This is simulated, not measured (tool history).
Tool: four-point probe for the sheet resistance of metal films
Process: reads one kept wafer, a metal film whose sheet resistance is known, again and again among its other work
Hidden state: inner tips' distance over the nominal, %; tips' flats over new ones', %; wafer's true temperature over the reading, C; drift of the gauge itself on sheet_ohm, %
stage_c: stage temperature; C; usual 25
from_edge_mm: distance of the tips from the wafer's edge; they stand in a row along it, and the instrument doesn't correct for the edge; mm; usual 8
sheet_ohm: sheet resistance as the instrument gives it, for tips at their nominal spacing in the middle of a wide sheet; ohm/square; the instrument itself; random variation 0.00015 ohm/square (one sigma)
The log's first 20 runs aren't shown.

run,day,stage_c,from_edge_mm,touches since the probe head was changed,hours of work since the stage's thermometer was calibrated,sheet_ohm
21,12.062,25,55,33095,351,0.771271
22,12.425,25,52,33656,358,0.770952
23,13.121,32,8,34732,371,0.774899
24,13.558,25,6,35408,379,0.775727
25,14.333,27,9,36601,394,0.773597
26,14.754,27,5,37249,402,0.77806
27,15.392,27,5,38238,414,0.777949
28,16.208,26,59,39495,430,0.771366
29,16.833,26,59,40464,442,0.771403
30,17.629,26,59,41694,457,0.771437
31,17.983,26,59,42237,464,0.771632
32,18.342,26,59,42792,471,0.771376
33,18.925,22,6,43693,482,0.775614
34,19.596,33,10,44728,495,0.774552
35,20.267,26,20,45764,508,0.771904
36,20.65,26,20,46361,515,0.771795
37,21.408,30,33,47528,530,0.772215
38,22.133,23,13,48652,544,0.772001
39,22.979,23,13,49954,560,0.772547
40,23.467,22,33,50708,569,0.771071
41,24.2,35,51,51839,583,0.773182
42,24.633,35,51,52509,592,0.773283
43,25.367,29,8,53642,606,0.774804
44,26.008,28,21,54632,618,0.7726

Forecast each of these 4 alternatives for the next run:
A,26.821,27,7,55888,634,?
B,26.821,32,8,55888,634,?
C,26.821,25,25,55888,634,?
D,26.821,18,9,55888,634,?

run,sheet_ohm
A,0.775378
B,0.775404
C,0.772134
D,0.772516
Without the tool's hidden state the same runs would have given:
run,sheet_ohm
A,0.774196
B,0.774213
C,0.77096
D,0.771356
